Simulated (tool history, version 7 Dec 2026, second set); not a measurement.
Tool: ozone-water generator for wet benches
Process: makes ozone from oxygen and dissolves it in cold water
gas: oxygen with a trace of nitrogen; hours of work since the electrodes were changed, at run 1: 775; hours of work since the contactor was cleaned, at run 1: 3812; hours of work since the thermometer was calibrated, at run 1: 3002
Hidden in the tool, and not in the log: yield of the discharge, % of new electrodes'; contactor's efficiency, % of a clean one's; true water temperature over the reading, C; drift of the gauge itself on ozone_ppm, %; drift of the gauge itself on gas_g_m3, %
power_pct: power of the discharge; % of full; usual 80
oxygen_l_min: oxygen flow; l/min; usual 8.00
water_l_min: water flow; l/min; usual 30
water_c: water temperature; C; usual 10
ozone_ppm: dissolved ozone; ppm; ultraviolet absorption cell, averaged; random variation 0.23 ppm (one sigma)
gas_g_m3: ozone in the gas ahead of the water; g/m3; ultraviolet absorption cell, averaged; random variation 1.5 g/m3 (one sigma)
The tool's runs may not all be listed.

run,hour,power_pct,oxygen_l_min,water_l_min,water_c,hours of work since the electrodes were changed,hours of work since the contactor was cleaned,hours of work since the thermometer was calibrated,ozone_ppm,gas_g_m3
1,0.0,80,8.00,30,10,775,3812,3002,35.1,288.9
2,122.2,80,8.00,30,10,883,3920,3110,34.8,289.0
3,256.6,80,8.00,30,10,1002,4039,3229,35.1,289.1
4,360.1,80,8.00,30,10,1094,4131,3321,34.3,290.0
5,516.7,80,8.00,30,10,1233,4270,3460,34.8,289.1
# hour 618.5: water thermometer calibrated
6,618.5,80,8.00,30,10,1323,4360,0,35.0,292.2
7,726.1,80,8.00,30,10,1418,4455,95,35.1,292.4
8,852.7,80,8.00,30,10,1531,4567,208,34.6,290.2
9,1000.5,80,8.00,30,10,1662,4698,339,35.0,290.2
10,1171.6,80,8.00,30,10,1813,4850,490,35.2,288.0
11,1244.7,80,8.00,30,10,1878,4915,555,35.5,291.0
12,1397.6,80,8.00,30,10,2014,5050,691,34.7,290.7
13,1562.0,80,8.00,30,9,2160,5196,837,35.4,292.4
14,1695.9,80,8.00,30,9,2278,5315,955,35.7,291.0
15,1799.7,80,8.00,30,10,2370,5407,1047,34.6,288.1
16,1917.9,80,8.00,30,10,2475,5512,1152,35.1,289.2
17,2052.5,60,4.32,30,5,2594,5631,1272,24.2,293.1
18,2137.2,60,4.32,30,5,2670,5706,1347,24.4,296.4
19,2269.3,60,4.32,30,5,2787,5823,1464,24.4,296.0
20,2421.5,60,4.32,30,5,2922,5958,1599,24.4,293.1
21,2525.6,80,13.13,30,10,3014,6051,1691,37.2,232.3
22,2694.2,61,13.13,19,10,3163,6200,1841,38.6,182.9
# hour 2840.0: contactor cleaned
23,2843.9,60,11.45,38,8,3293,3,1970,24.3,191.5
24,2924.2,84,8.00,32,14,3364,75,2041,32.9,302.8
25,3065.7,84,8.00,32,14,3489,200,2166,33.1,304.3
26,3135.5,80,10.38,30,12,3551,262,2228,35.0,259.0
27,3235.0,75,8.00,30,10,3639,350,2317,33.3,274.2
28,3338.7,75,8.00,30,10,3731,442,2408,33.0,273.1
29,3419.1,80,8.00,30,6,3803,513,2480,36.5,290.4
30,3511.0,80,8.00,30,6,3884,595,2561,36.7,292.5
31,3582.8,80,8.00,30,11,3948,659,2625,34.1,290.9
32,3716.1,80,7.88,41,6,4066,777,2743,27.7,290.9

Hidden state at the last listed run before each entry between runs and at the first one after, where it differs:
Between runs 5 and 6: water thermometer calibrated (hour 618.5)
  no hidden state differs between the two runs
Between runs 22 and 23: contactor cleaned (hour 2840.0)
  contactor's efficiency, % of a clean one's: 99.8 -> 100
